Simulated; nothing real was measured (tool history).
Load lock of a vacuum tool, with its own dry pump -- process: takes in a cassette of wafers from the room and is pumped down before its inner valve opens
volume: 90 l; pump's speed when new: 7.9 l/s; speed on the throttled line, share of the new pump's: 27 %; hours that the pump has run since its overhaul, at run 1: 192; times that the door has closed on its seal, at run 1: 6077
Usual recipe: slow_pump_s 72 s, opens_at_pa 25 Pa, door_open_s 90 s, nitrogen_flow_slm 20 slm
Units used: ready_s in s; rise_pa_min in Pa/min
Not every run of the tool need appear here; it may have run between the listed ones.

run,hour,slow_pump_s,opens_at_pa,door_open_s,nitrogen_flow_slm,hours that the pump has run since its overhaul,times that the door has closed on its seal,"incoming humidity of the room's air, %",ready_s,rise_pa_min
1,0,72,25,90,20,192,6077,48,147.4,0.061
2,105.8,72,25,90,20,298,6466,46.9,145.6,0.069
3,225.1,72,25,51,20,418,6906,45.9,147.5,0.06
4,317.1,72,25,51,20,510,7245,45.6,147.5,0.062
5,414.3,72,25,90,20,607,7603,46.4,144.9,0.07
6,598.7,72,25,90,20,791,8282,45.4,146.3,0.076
7,747.1,72,25,90,20,940,8829,41.8,147.2,0.079
8,928.7,72,25,90,10,1121,9498,44.6,146.4,0.091
9,1040.9,72,25,90,20,1233,9912,45,146,0.093
10,1146.2,72,25,90,10,1339,10300,44.8,146.2,0.101
11,1237.4,72,25,90,20,1430,10635,48.4,145.2,0.091
12,1380.7,72,25,90,20,1573,11163,45.2,147.7,0.096
13,1581.4,72,25,90,20,1774,11903,46.3,146.5,0.103
14,1759.4,72,25,50,20,1952,12559,41.6,147.1,0.093
15,1919,95,25,50,20,2111,13147,49.6,163.8,0.105
16,2124.8,72,25,90,20,2317,13905,47,147.1,0.117
17,2320.4,72,25,158,20,2513,14626,43.7,146.2,0.141
18,2518.2,72,25,158,20,2711,15354,46.5,147.9,0.143
19,2702,72,25,158,20,2894,16032,48.5,148.1,0.155
20,2904.2,72,25,158,20,3097,16777,47.7,148.6,0.165
21,3004.7,62,25,57,10,3197,17147,47.1,140.7,0.147
22,3157.8,62,25,57,10,3350,17711,44.9,141.4,0.146
23,3370.6,72,45,90,20,3563,18495,44.1,141.1,0.166
24,3560.7,72,19,90,25,3753,19195,44.6,150.2,0.16
25,3729,66,19,148,16,3921,19815,48.4,147,0.2
26,3909.3,66,19,148,16,4102,20480,43.3,145.9,0.201
27,4109.8,66,45,148,10,4302,21218,48,134.7,0.231
28,4306.2,66,45,148,10,4499,21942,46.6,137.3,0.233
29,4486.2,40,33,76,5,4679,22605,47.2,122.4,0.227
30,4648.8,42,35,146,24,4841,23204,46.1,124.2,0.232
31,4821.4,74,32,27,11,5014,23840,47.7,147.9,0.214
32,4918.6,40,25,90,32,5111,24198,42.9,124.6,0.223
33,5073.7,42,39,90,20,5266,24770,44.6,121.5,0.232
34,5227.4,36,25,108,24,5420,25336,49.2,121.9,0.253
35,5344.8,36,19,108,23,5537,25769,49.2,128.5,0.258
36,5465.1,98,46,131,9,5657,26212,43.3,159.8,0.284
37,5635.8,38,25,143,20,5828,26841,47.6,124.3,0.288
38,5787.6,38,25,143,20,5980,27400,47.6,123.1,0.297

What if the next run were any one of these 3? Each begins from the tool's condition after run 38:
A,5978.5,76,25,162,20,6171,28103,44.7,?,?
B,5978.5,45,42,90,11,6171,28103,42.2,?,?
C,5978.5,63,31,90,19,6171,28103,43.3,?,?

run,ready_s,rise_pa_min
A,152.1,0.304
B,123.3,0.301
C,142.2,0.285
With no hidden state in the tool, these same runs would have given:
run,ready_s,rise_pa_min
A,149.8,0.047
B,120.9,0.046
C,139.9,0.034
